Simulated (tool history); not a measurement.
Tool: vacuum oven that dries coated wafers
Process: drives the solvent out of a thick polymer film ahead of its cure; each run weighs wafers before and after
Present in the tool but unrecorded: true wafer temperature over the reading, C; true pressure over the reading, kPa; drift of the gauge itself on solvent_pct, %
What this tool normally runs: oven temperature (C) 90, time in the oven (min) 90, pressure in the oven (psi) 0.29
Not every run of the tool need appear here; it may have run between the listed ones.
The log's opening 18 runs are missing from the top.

run,hour,oven temperature (C),time in the oven (min),pressure in the oven (psi),hours of work since the thermocouples were calibrated,hours of work since the vacuum gauge was cleaned of residue,solvent left in the film (%)
19,992.4,78,90,0.29,526,2467,5.98
20,1069.8,78,90,0.29,579,2519,6.14
21,1106.9,90,90,0.29,604,2545,2.58
22,1179.3,90,90,0.29,653,2594,2.77
23,1238.9,90,90,0.29,693,2634,2.75
24,1280.5,102,90,0.29,721,2662,1.16
25,1337.9,85,47,0.458,760,2701,8.28
26,1413.2,85,47,0.458,811,2752,8.39
27,1460.5,89,103,0.232,844,2784,2.37
# hour 1465.3: vacuum gauge cleaned of residue and calibrated
28,1525.1,89,103,0.232,886,41,2.51
# hour 1583: vacuum gauge cleaned of residue and calibrated, once more
29,1606.8,84,103,0.232,941,16,2.99
# hour 1644.1: oven's thermocouples calibrated
30,1684,79,143,0.363,27,67,3.07
31,1741.1,79,143,0.363,66,106,3.05

For run 32, what comes out?
32,1820.7,96,105,0.29,120,160,?

Run 32 measured solvent left in the film (%) 1.
Take away the tool's hidden state, keep the run-to-run variation as it was, and the same run would have given solvent left in the film (%) 0.98.
